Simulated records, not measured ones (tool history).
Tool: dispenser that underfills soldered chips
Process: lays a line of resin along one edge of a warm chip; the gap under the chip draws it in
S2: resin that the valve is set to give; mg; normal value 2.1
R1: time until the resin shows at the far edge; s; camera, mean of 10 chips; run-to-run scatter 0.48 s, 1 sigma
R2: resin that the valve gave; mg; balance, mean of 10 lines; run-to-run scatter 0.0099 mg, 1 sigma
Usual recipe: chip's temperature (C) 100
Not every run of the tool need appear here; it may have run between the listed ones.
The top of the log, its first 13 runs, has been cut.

At hour 150.3: new syringe of resin.
At hour 159.1: new syringe of resin.
Run 14, hour 159.1: usual settings but S2 2.44 mg. Result: R1 38.7 s, R2 2.406 mg.
At hour 168.3: new syringe of resin.
Run 15, hour 171.3: usual settings but S2 2.03 mg. Result: R1 43.7 s, R2 1.977 mg.
At hour 176.9: new syringe of resin.
Run 16, hour 178.6: usual settings but S2 2.03 mg. Result: R1 41.6 s, R2 1.973 mg.
At hour 185.8: new syringe of resin.
Run 17, hour 189.8: usual settings but chip's temperature (C) 98. Result: R1 49.7 s, R2 2.007 mg.
At hour 194.5: new syringe of resin.
Run 18, hour 199.5: usual settings but chip's temperature (C) 98. Result: R1 50 s, R2 2.035 mg.
At hour 203.2: new syringe of resin.
At hour 212.2: new syringe of resin.
Run 19, hour 215.4: usual settings but chip's temperature (C) 112. Result: R1 32.8 s, R2 1.992 mg.
At hour 220.8: new syringe of resin.
Run 20, hour 225: usual settings but S2 2.68 mg. Result: R1 45.8 s, R2 2.548 mg.
At hour 229: new syringe of resin.
At hour 237.7: new syringe of resin.
Run 21, hour 238.7: usual settings but chip's temperature (C) 89, S2 1.95 mg. Result: R1 58.2 s, R2 1.841 mg.
At hour 247: new syringe of resin.
Run 22, hour 247: usual settings but chip's temperature (C) 97, S2 2.69 mg. Result: R1 41.5 s, R2 2.53 mg.
At hour 251.1: dispensing valve cleaned and set on the balance.
At hour 256.4: new syringe of resin.
Run 23, hour 261.9: usual settings but chip's temperature (C) 104, S2 2.65 mg. Result: R1 42.8 s, R2 2.612 mg.
At hour 265: new syringe of resin.
At hour 273.3: new syringe of resin.
Run 24, hour 274.5: usual settings but chip's temperature (C) 89, S2 1.91 mg. Result: R1 56.8 s, R2 1.888 mg.
At hour 282.2: new syringe of resin.
Run 25, hour 283.9: usual settings but chip's temperature (C) 113, S2 2.66 mg. Result: R1 29.2 s, R2 2.622 mg.
At hour 291.3: new syringe of resin.
Run 26, hour 295.7: usual settings but chip's temperature (C) 91, S2 1.81 mg. Result: R1 61.8 s, R2 1.786 mg.
At hour 300.1: new syringe of resin.
At hour 309.2: new syringe of resin.
Run 27, hour 312.8: usual settings but S2 1.82 mg. Result: R1 48 s, R2 1.775 mg.
At hour 317.6: new syringe of resin.
Run 28, hour 323.9: usual settings but chip's temperature (C) 97, S2 2.69 mg. Result: R1 53.9 s, R2 2.58 mg.
At hour 326.6: new syringe of resin.
Run 29, hour 331.8: usual settings but S2 1.99 mg. Result: R1 49.8 s, R2 1.903 mg.
At hour 335.1: new syringe of resin.
At hour 344.4: new syringe of resin.
Run 30, hour 344.6: usual settings but S2 1.99 mg. Result: R1 42.9 s, R2 1.916 mg.
At hour 353.7: new syringe of resin.
Run 31, hour 361.5: usual settings but S2 1.99 mg. Result: R1 54.5 s, R2 1.882 mg.

Predict each of these 4 candidate next runs independently; none follows another, all start after run 31:
At hour 362.5: new syringe of resin.
At hour 370.8: new syringe of resin.
Run A, hour 373.3: usual settings but chip's temperature (C) 111, S2 2.68 mg. Result: R1 ?, R2 ?.
At hour 362.5: new syringe of resin.
At hour 370.8: new syringe of resin.
Run B, hour 373.3: usual settings but S2 2.69 mg. Result: R1 ?, R2 ?.
At hour 362.5: new syringe of resin.
At hour 370.8: new syringe of resin.
Run C, hour 373.3: usual settings but chip's temperature (C) 98, S2 2.35 mg. Result: R1 ?, R2 ?.
At hour 362.5: new syringe of resin.
At hour 370.8: new syringe of resin.
Run D, hour 373.3: usual settings but S2 2.66 mg. Result: R1 ?, R2 ?.

run    R1     R2
  A  31.3  2.508
  B  42.6  2.538
  C  44.9   2.21
  D  41.7  2.513
Take away the tool's hidden state, keep each run's random variation, and the runs would have read:
run    R1     R2
  A  27.1  2.662
  B  36.7  2.692
  C  38.4  2.345
  D  35.8  2.665

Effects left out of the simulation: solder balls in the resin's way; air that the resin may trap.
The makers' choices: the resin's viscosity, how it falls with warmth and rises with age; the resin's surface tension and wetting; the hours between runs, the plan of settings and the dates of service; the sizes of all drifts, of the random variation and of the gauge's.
